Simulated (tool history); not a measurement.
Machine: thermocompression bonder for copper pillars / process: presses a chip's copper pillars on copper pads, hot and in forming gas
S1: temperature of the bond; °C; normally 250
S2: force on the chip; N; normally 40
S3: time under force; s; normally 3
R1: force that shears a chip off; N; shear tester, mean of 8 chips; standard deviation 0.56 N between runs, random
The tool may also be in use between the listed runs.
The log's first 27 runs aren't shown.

Run 28, hour 1328.4: usual settings but S2 37 N. Result: R1 64.0 N.
At hour 1398.2: forming gas filter changed.
Run 29, hour 1399.1: usual settings but S2 37 N. Result: R1 63.0 N.
Run 30, hour 1465.0: usual settings but S2 37 N. Result: R1 63.1 N.
Run 31, hour 1518.2: usual settings but S2 37 N. Result: R1 64.0 N.
Run 32, hour 1566.1: usual settings but S2 31 N, S3 4 s. Result: R1 60.2 N.
Run 33, hour 1635.4: usual settings but S2 31 N, S3 4 s. Result: R1 60.9 N.
Run 34, hour 1674.3: usual settings but S2 31 N, S3 4 s. Result: R1 59.4 N.
Run 35, hour 1719.2: usual settings but S2 31 N, S3 4 s. Result: R1 61.0 N.
Run 36, hour 1759.0: usual settings but S1 244 °C, S2 55 N. Result: R1 79.2 N.
Run 37, hour 1795.6: usual settings but S1 251 °C, S3 2 s. Result: R1 58.9 N.
At hour 1863.0: force cell calibrated.
Run 38, hour 1863.4: usual settings but S1 227 °C, S2 49 N, S3 2 s. Result: R1 45.9 N.
Run 39, hour 1911.3: usual settings but S3 5 s. Result: R1 79.5 N.

Consider 4 possible next runs. They are alternatives, not a sequence: every one starts from the tool as it was left by run 39. What does each give?
Run A, hour 1971.7: usual settings but S2 42 N, S3 7 s. Result: R1 ?.
Run B, hour 1971.7: usual settings but S1 265 °C, S3 5 s. Result: R1 ?.
Run C, hour 1971.7: usual settings but S3 7 s. Result: R1 ?.
Run D, hour 1971.7: usual settings but S2 25 N, S3 5 s. Result: R1 ?.

run    R1
  A  92.2
  B  97.6
  C  88.3
  D  53.6
Take away the tool's hidden state, keep each run's random variation, and the runs would have read:
run    R1
  A  92.2
  B  97.6
  C  88.3
  D  53.6

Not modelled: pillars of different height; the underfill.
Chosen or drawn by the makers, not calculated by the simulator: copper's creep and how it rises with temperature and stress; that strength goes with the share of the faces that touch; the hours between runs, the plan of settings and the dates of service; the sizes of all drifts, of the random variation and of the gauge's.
